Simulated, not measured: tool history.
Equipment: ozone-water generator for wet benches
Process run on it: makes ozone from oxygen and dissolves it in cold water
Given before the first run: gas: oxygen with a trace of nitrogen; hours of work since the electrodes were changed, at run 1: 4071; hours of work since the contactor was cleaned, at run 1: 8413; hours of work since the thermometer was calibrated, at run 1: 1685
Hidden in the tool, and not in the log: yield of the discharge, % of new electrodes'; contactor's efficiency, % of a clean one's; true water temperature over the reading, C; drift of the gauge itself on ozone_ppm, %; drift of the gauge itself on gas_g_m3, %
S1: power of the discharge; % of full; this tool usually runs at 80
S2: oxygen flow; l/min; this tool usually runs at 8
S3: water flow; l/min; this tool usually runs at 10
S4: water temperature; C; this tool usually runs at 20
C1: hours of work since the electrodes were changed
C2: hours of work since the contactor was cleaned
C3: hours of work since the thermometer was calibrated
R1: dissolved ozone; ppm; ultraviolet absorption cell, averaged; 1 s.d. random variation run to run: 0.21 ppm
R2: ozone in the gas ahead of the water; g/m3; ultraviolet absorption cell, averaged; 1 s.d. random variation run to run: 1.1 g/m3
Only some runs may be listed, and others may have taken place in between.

{"run": 1, "day": 0.0, "S1": 80, "S2": 8, "S3": 10, "S4": 20, "C1": 4071, "C2": 8413, "C3": 1685, "R1": 25.4, "R2": 185}
{"run": 2, "day": 5.917, "S1": 80, "S2": 8, "S3": 10, "S4": 20, "C1": 4161, "C2": 8503, "C3": 1775, "R1": 25.3, "R2": 184.9}
{"run": 3, "day": 13.562, "S1": 80, "S2": 8, "S3": 13, "S4": 20, "C1": 4278, "C2": 8620, "C3": 1892, "R1": 20.7, "R2": 184.4}
{"run": 4, "day": 20.942, "S1": 80, "S2": 8, "S3": 10, "S4": 20, "C1": 4391, "C2": 8733, "C3": 2005, "R1": 25.1, "R2": 183.9}
{"run": 5, "day": 25.154, "S1": 80, "S2": 8, "S3": 10, "S4": 16, "C1": 4455, "C2": 8797, "C3": 2069, "R1": 27.6, "R2": 182.6}
{"run": 6, "day": 29.975, "S1": 80, "S2": 8, "S3": 10, "S4": 16, "C1": 4529, "C2": 8871, "C3": 2143, "R1": 27.8, "R2": 182.8}
{"run": 7, "day": 34.646, "S1": 80, "S2": 8, "S3": 10, "S4": 24, "C1": 4600, "C2": 8942, "C3": 2214, "R1": 22.7, "R2": 183.8}
{"run": 8, "day": 38.088, "S1": 80, "S2": 8, "S3": 10, "S4": 24, "C1": 4653, "C2": 8995, "C3": 2267, "R1": 22.7, "R2": 180.6}
{"run": 9, "day": 45.788, "S1": 80, "S2": 8, "S3": 10, "S4": 24, "C1": 4771, "C2": 9112, "C3": 2385, "R1": 22.7, "R2": 181.8}
{"run": 10, "day": 52.075, "S1": 49, "S2": 12.45, "S3": 10, "S4": 25, "C1": 4867, "C2": 9208, "C3": 2481, "R1": 15.4, "R2": 117.7}

Run 11 has not been measured yet. What should we expect?
{"run": 11, "day": 56.408, "S1": 56, "S2": 12.59, "S3": 6, "S4": 26, "C1": 4933, "C2": 9275, "C3": 2547, "R1": "?", "R2": "?"}

R1: 20.8 ppm
R2: 125.4 g/m3
With the hidden condition absent and the run-to-run variation left alone, this run would have shown R1 24.5 ppm, R2 137.6 g/m3.
